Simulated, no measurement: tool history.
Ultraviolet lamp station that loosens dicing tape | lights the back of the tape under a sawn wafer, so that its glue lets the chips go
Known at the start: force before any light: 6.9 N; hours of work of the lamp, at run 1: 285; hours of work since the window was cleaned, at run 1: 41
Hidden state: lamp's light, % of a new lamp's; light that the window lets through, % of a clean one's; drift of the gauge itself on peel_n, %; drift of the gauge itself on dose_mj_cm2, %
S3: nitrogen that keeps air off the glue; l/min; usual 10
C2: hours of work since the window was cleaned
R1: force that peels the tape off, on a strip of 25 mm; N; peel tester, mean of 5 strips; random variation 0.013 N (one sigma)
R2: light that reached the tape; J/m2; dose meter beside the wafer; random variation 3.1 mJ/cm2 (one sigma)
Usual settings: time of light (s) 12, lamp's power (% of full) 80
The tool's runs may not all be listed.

Run 1, hour 0: usual settings; hours of work of the lamp 285; C2 41. Result: R1 0.699 N, R2 4380 J/m2.
Run 2, hour 11.9: usual settings; hours of work of the lamp 294; C2 49. Result: R1 0.714 N, R2 4320 J/m2.
Run 3, hour 22: usual settings; hours of work of the lamp 301; C2 57. Result: R1 0.734 N, R2 4320 J/m2.
Run 4, hour 33.4: usual settings but time of light (s) 23; hours of work of the lamp 309; C2 65. Result: R1 0.286 N, R2 8280 J/m2.
Run 5, hour 40.5: usual settings but time of light (s) 23; hours of work of the lamp 314; C2 70. Result: R1 0.275 N, R2 8160 J/m2.
Run 6, hour 48.9: usual settings but time of light (s) 23; hours of work of the lamp 320; C2 76. Result: R1 0.291 N, R2 8160 J/m2.
Run 7, hour 58.2: usual settings but time of light (s) 23; hours of work of the lamp 327; C2 83. Result: R1 0.273 N, R2 8100 J/m2.
Run 8, hour 66.7: usual settings but time of light (s) 23; hours of work of the lamp 333; C2 89. Result: R1 0.275 N, R2 8150 J/m2.
Run 9, hour 78.1: usual settings but time of light (s) 23; hours of work of the lamp 341; C2 97. Result: R1 0.281 N, R2 8140 J/m2.
Run 10, hour 89.9: usual settings but time of light (s) 23; hours of work of the lamp 350; C2 105. Result: R1 0.272 N, R2 8110 J/m2.
Run 11, hour 95.1: usual settings but lamp's power (% of full) 84; hours of work of the lamp 354; C2 109. Result: R1 0.7 N, R2 4420 J/m2.
Run 12, hour 103.8: usual settings but lamp's power (% of full) 84; hours of work of the lamp 360; C2 116. Result: R1 0.691 N, R2 4360 J/m2.
Run 13, hour 113.6: usual settings but lamp's power (% of full) 84; hours of work of the lamp 367; C2 123. Result: R1 0.69 N, R2 4420 J/m2.
Run 14, hour 120.4: usual settings but lamp's power (% of full) 84; hours of work of the lamp 372; C2 127. Result: R1 0.683 N, R2 4360 J/m2.
Run 15, hour 127.4: usual settings but lamp's power (% of full) 84; hours of work of the lamp 377; C2 133. Result: R1 0.724 N, R2 4390 J/m2.
Run 16, hour 137.3: usual settings but lamp's power (% of full) 66; hours of work of the lamp 384; C2 140. Result: R1 1.065 N, R2 3410 J/m2.
Run 17, hour 147.6: usual settings but lamp's power (% of full) 66; hours of work of the lamp 391; C2 147. Result: R1 1.078 N, R2 3410 J/m2.
Run 18, hour 159.4: usual settings; hours of work of the lamp 400; C2 156. Result: R1 0.818 N, R2 4080 J/m2.
Run 19, hour 169.8: usual settings; hours of work of the lamp 407; C2 163. Result: R1 0.806 N, R2 4060 J/m2.
Run 20, hour 174.6: usual settings; hours of work of the lamp 411; C2 167. Result: R1 0.799 N, R2 4130 J/m2.
Run 21, hour 185.3: usual settings; hours of work of the lamp 418; C2 174. Result: R1 0.754 N, R2 4060 J/m2.
Run 22, hour 192.5: usual settings; hours of work of the lamp 424; C2 179. Result: R1 0.809 N, R2 4010 J/m2.
Run 23, hour 204.1: usual settings but time of light (s) 22, lamp's power (% of full) 71, S3 4 l/min; hours of work of the lamp 432; C2 188. Result: R1 0.659 N, R2 6600 J/m2.
Run 24, hour 212.8: usual settings but lamp's power (% of full) 95, S3 6 l/min; hours of work of the lamp 438; C2 194. Result: R1 0.869 N, R2 4790 J/m2.
Run 25, hour 218.1: usual settings but lamp's power (% of full) 95, S3 6 l/min; hours of work of the lamp 442; C2 198. Result: R1 0.893 N, R2 4790 J/m2.
Run 26, hour 224.5: usual settings but lamp's power (% of full) 66; hours of work of the lamp 447; C2 202. Result: R1 1.117 N, R2 3320 J/m2.
Run 27, hour 230: usual settings but time of light (s) 23, lamp's power (% of full) 60, S3 6 l/min; hours of work of the lamp 451; C2 206. Result: R1 0.636 N, R2 5760 J/m2.
Run 28, hour 240.6: usual settings but time of light (s) 9, lamp's power (% of full) 62, S3 13 l/min; hours of work of the lamp 458; C2 214. Result: R1 1.693 N, R2 2340 J/m2.
Run 29, hour 249.3: usual settings but lamp's power (% of full) 77, S3 4 l/min; hours of work of the lamp 464; C2 220. Result: R1 1.583 N, R2 3800 J/m2.
Run 30, hour 258.4: usual settings but time of light (s) 17, S3 3 l/min; hours of work of the lamp 471; C2 227. Result: R1 1.054 N, R2 5660 J/m2.
Run 31, hour 263.3: usual settings but lamp's power (% of full) 71; hours of work of the lamp 475; C2 230. Result: R1 1.042 N, R2 3530 J/m2.
Run 32, hour 275.1: usual settings but lamp's power (% of full) 71; hours of work of the lamp 483; C2 239. Result: R1 1.048 N, R2 3500 J/m2.
Run 33, hour 285.7: usual settings but time of light (s) 15, lamp's power (% of full) 60, S3 9 l/min; hours of work of the lamp 491; C2 246. Result: R1 1.015 N, R2 3700 J/m2.
Run 34, hour 291: usual settings but time of light (s) 6, lamp's power (% of full) 99, S3 4 l/min; hours of work of the lamp 494; C2 250. Result: R1 2.663 N, R2 2410 J/m2.
Run 35, hour 302.9: usual settings but time of light (s) 20, lamp's power (% of full) 89, S3 8 l/min; hours of work of the lamp 503; C2 259. Result: R1 0.357 N, R2 7260 J/m2.
Run 36, hour 308.7: usual settings but time of light (s) 7, S3 9 l/min; hours of work of the lamp 507; C2 263. Result: R1 1.98 N, R2 2290 J/m2.
Run 37, hour 319.5: usual settings but time of light (s) 23; hours of work of the lamp 515; C2 271. Result: R1 0.314 N, R2 7470 J/m2.
Run 38, hour 325.7: usual settings but time of light (s) 23; hours of work of the lamp 519; C2 275. Result: R1 0.303 N, R2 7430 J/m2.
Run 39, hour 336.5: usual settings but time of light (s) 6, S3 6 l/min; hours of work of the lamp 527; C2 283. Result: R1 2.803 N, R2 1900 J/m2.
Run 40, hour 348.4: usual settings but time of light (s) 17, S3 6 l/min; hours of work of the lamp 536; C2 292. Result: R1 0.709 N, R2 5370 J/m2.
Run 41, hour 353.2: usual settings but lamp's power (% of full) 87, S3 3 l/min; hours of work of the lamp 539; C2 295. Result: R1 1.649 N, R2 4180 J/m2.
Run 42, hour 360: usual settings but lamp's power (% of full) 87, S3 3 l/min; hours of work of the lamp 544; C2 300. Result: R1 1.693 N, R2 4140 J/m2.
Run 43, hour 365.3: usual settings but lamp's power (% of full) 87, S3 3 l/min; hours of work of the lamp 548; C2 304. Result: R1 1.667 N, R2 4180 J/m2.

Measured less the same run without the tool's hidden state. The same run-to-run variation is in both; the gauge's scatter may not be:
run      R1     R2
  1  +0.101   -400
  2  +0.107   -420
  3  +0.113   -430
  4  +0.019   -870
  5  +0.018   -880
  6   +0.02   -900
  7  +0.019   -920
  8   +0.02   -950
  9  +0.022   -980
 10  +0.022  -1030
 11  +0.134   -570
 12  +0.136   -580
 13   +0.14   -590
 14  +0.141   -600
 15  +0.151   -620
 16  +0.217   -490
 17  +0.225   -510
 18  +0.182   -640
 19  +0.184   -650
 20  +0.183   -670
 21  +0.181   -680
 22  +0.194   -690
 23  +0.162  -1150
 24  +0.215   -850
 25  +0.224   -860
 26  +0.271   -600
 27   +0.16  -1050
 28  +0.369   -440
 29  +0.355   -740
 30  +0.275  -1110
 31  +0.276   -700
 32  +0.286   -710
 33  +0.283   -770
 34  +0.461   -510
 35   +0.07  -1560
 36   +0.44   -500
 37  +0.046  -1660
 38  +0.047  -1670
 39  +0.506   -440
 40  +0.219  -1280
 41  +0.434   -990
 42  +0.448  -1010
 43  +0.444  -1020
